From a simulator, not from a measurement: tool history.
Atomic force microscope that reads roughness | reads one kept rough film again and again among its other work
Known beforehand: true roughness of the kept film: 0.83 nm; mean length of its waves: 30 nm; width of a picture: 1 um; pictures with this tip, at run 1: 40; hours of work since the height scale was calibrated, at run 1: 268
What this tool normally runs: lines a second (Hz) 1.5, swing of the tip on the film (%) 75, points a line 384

| run | hour | lines a second (Hz) | swing of the tip on the film (%) | points a line | pictures with this tip | hours of work since the height scale was calibrated | roughness of the kept film (nm (root mean square)) |
|---|---|---|---|---|---|---|---|
| 1 | 0 | 1.5 | 75 | 384 | 40 | 268 | 0.777 |
|  | 22.6 | new tip fitted |
| 2 | 22.6 | 1.5 | 75 | 384 | 0 | 285 | 0.787 |
| 3 | 34.6 | 1.5 | 75 | 384 | 30 | 294 | 0.781 |
| 4 | 48.3 | 1.5 | 88 | 384 | 63 | 304 | 0.76 |
|  | 60.5 | new tip fitted |
| 5 | 70.5 | 1.12 | 75 | 384 | 24 | 320 | 0.789 |
| 6 | 86 | 1.55 | 75 | 384 | 61 | 332 | 0.783 |
|  | 99.6 | new tip fitted |
| 7 | 108 | 1.55 | 75 | 384 | 20 | 348 | 0.789 |
| 8 | 121.9 | 1.55 | 75 | 384 | 53 | 359 | 0.777 |
|  | 138.5 | new tip fitted |
| 9 | 143.1 | 1.55 | 75 | 384 | 11 | 375 | 0.789 |
| 10 | 157.3 | 1.55 | 75 | 384 | 46 | 385 | 0.774 |
| 11 | 170.7 | 1.5 | 75 | 671 | 78 | 395 | 0.787 |
|  | 176.2 | new tip fitted |
| 12 | 191.7 | 1.5 | 75 | 384 | 37 | 411 | 0.782 |
| 13 | 204.9 | 1.5 | 75 | 384 | 69 | 421 | 0.789 |
|  | 214 | new tip fitted |
| 14 | 214.5 | 1.5 | 75 | 384 | 1 | 428 | 0.781 |
| 15 | 230.9 | 1.5 | 59 | 384 | 41 | 440 | 0.786 |
| 16 | 246.9 | 1.5 | 59 | 384 | 79 | 452 | 0.808 |
|  | 252.7 | new tip fitted |
| 17 | 262.6 | 1.5 | 59 | 384 | 24 | 464 | 0.801 |
| 18 | 278.3 | 1.5 | 59 | 384 | 62 | 476 | 0.801 |
|  | 290.8 | new tip fitted |
| 19 | 296.2 | 1.5 | 59 | 384 | 13 | 489 | 0.793 |
| 20 | 312.2 | 1.5 | 59 | 384 | 51 | 501 | 0.8 |
| 21 | 322.5 | 1.5 | 59 | 384 | 76 | 509 | 0.798 |
|  | 328.7 | new tip fitted |
| 22 | 339.3 | 1.23 | 59 | 384 | 25 | 521 | 0.8 |
| 23 | 355.8 | 1.5 | 61 | 384 | 65 | 533 | 0.798 |
|  | 367.4 | new tip fitted |
| 24 | 376.8 | 1.5 | 75 | 526 | 23 | 549 | 0.791 |
| 25 | 386.1 | 1.5 | 75 | 526 | 45 | 556 | 0.784 |
|  | 405.1 | new tip fitted |
| 26 | 405.3 | 1.5 | 75 | 526 | 0 | 570 | 0.784 |
| 27 | 424.5 | 1.5 | 75 | 526 | 46 | 585 | 0.784 |
| 28 | 440.2 | 0.57 | 87 | 472 | 84 | 597 | 0.794 |
|  | 443.5 | new tip fitted |
| 29 | 458.9 | 0.76 | 57 | 263 | 37 | 610 | 0.787 |
| 30 | 476.9 | 1.06 | 81 | 384 | 80 | 624 | 0.785 |
|  | 481.4 | new tip fitted |
| 31 | 486.9 | 1.06 | 81 | 384 | 13 | 631 | 0.784 |
| 32 | 496 | 1.06 | 81 | 384 | 35 | 638 | 0.791 |
| 33 | 515.5 | 1.06 | 81 | 783 | 82 | 653 | 0.779 |
|  | 520.1 | new tip fitted |
| 34 | 531.8 | 2.71 | 75 | 357 | 28 | 665 | 0.762 |
| 35 | 548.8 | 1.5 | 80 | 996 | 69 | 678 | 0.78 |
|  | 558.7 | new tip fitted |
| 36 | 569.1 | 0.88 | 80 | 996 | 25 | 693 | 0.793 |
| 37 | 590.5 | 0.59 | 68 | 583 | 76 | 709 | 0.81 |
|  | 596.7 | new tip fitted |
| 38 | 602.2 | 1.62 | 75 | 384 | 13 | 717 | 0.777 |
| 39 | 615.3 | 1.62 | 75 | 384 | 45 | 727 | 0.773 |
|  | 635.5 | new tip fitted |
| 40 | 636.8 | 1.62 | 75 | 384 | 4 | 743 | 0.781 |
| 41 | 657.1 | 1.62 | 69 | 384 | 53 | 758 | 0.787 |
| 42 | 667.4 | 2.65 | 69 | 322 | 77 | 766 | 0.764 |
|  | 673.9 | new tip fitted |
| 43 | 679.6 | 0.78 | 74 | 646 | 14 | 775 | 0.789 |
| 44 | 700.4 | 0.52 | 74 | 646 | 64 | 791 | 0.807 |
| 45 | 711 | 1.1 | 74 | 786 | 89 | 799 | 0.795 |
|  | 713.2 | new tip fitted |
| 46 | 725 | 3.15 | 71 | 394 | 29 | 809 | 0.761 |
| 47 | 736.9 | 1.15 | 89 | 256 | 58 | 818 | 0.763 |
|  | 752.4 | new tip fitted |
| 48 | 754 | 1.5 | 75 | 654 | 4 | 830 | 0.777 |
| 49 | 765.2 | 2.9 | 89 | 884 | 31 | 839 | 0.723 |
| 50 | 775.6 | 0.79 | 57 | 884 | 56 | 847 | 0.819 |
| 51 | 785 | 1.5 | 75 | 431 | 78 | 854 | 0.775 |

Each row is a separate what-if for the run after 51, all from the same tool condition, not one after another. Results?
|  | 791.1 | new tip fitted |
| A | 798.2 | 1.82 | 74 | 384 | 17 | 863 | ? |
|  | 791.1 | new tip fitted |
| B | 798.2 | 0.93 | 81 | 719 | 17 | 863 | ? |
|  | 791.1 | new tip fitted |
| C | 798.2 | 1.5 | 75 | 342 | 17 | 863 | ? |

| run | roughness of the kept film (nm (root mean square)) |
|---|---|
| A | 0.775 |
| B | 0.784 |
| C | 0.771 |
The same runs, with their run-to-run variation unchanged, on a tool lacking any hidden condition would have given:
| run | roughness of the kept film (nm (root mean square)) |
|---|---|
| A | 0.776 |
| B | 0.784 |
| C | 0.771 |

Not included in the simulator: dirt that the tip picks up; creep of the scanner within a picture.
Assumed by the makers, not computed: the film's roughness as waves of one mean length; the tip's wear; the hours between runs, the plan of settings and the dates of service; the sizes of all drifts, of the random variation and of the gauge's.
